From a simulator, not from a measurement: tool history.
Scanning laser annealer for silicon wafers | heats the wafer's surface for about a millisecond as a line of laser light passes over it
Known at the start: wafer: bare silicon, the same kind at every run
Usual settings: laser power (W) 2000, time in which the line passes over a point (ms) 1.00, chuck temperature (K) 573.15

run	hour	laser power (W)	time in which the line passes over a point (ms)	chuck temperature (K)	highest temperature of the surface (K)
1	0.0	2000	1.00	573.15	1398.15
2	8.8	2000	1.00	573.15	1396.15
3	18.7	2000	1.00	573.15	1395.15
4	23.1	2000	1.00	573.15	1391.15
5	30.9	2000	0.77	573.15	1286.15
6	39.9	2000	1.00	540.15	1358.15
7	48.8	2000	1.00	540.15	1358.15
# hour 54.6: optics aligned, line set to its width
8	61.2	2000	1.00	540.15	1361.15
9	69.4	2000	1.00	573.15	1393.15
# hour 79.6: optics aligned, line set to its width, once more
10	80.9	1821	1.00	573.15	1323.15
11	85.1	2173	1.15	573.15	1538.15
12	94.7	1988	1.21	585.15	1495.15
13	100.3	1988	1.21	585.15	1494.15
14	104.7	1988	1.03	585.15	1414.15
15	111.1	1988	1.03	585.15	1413.15
16	117.8	2028	1.10	573.15	1451.15
17	124.5	2028	1.10	573.15	1450.15
18	130.6	2028	1.10	573.15	1451.15
19	137.2	2140	1.10	573.15	1496.15

5 ways to go on from here, each from the tool as it stands after run 19. What would each give?
A	142.8	2000	0.80	573.15	?
B	142.8	1962	0.94	582.15	?
C	142.8	2140	1.06	567.15	?
D	142.8	1774	0.95	610.15	?
E	142.8	2021	0.79	545.15	?

run	highest temperature of the surface (K)
A	1297.15
B	1361.15
C	1468.15
D	1323.15
E	1272.15
Without the tool's hidden state the same runs would have given:
run	highest temperature of the surface (K)
A	1319.15
B	1386.15
C	1496.15
D	1345.15
E	1295.15
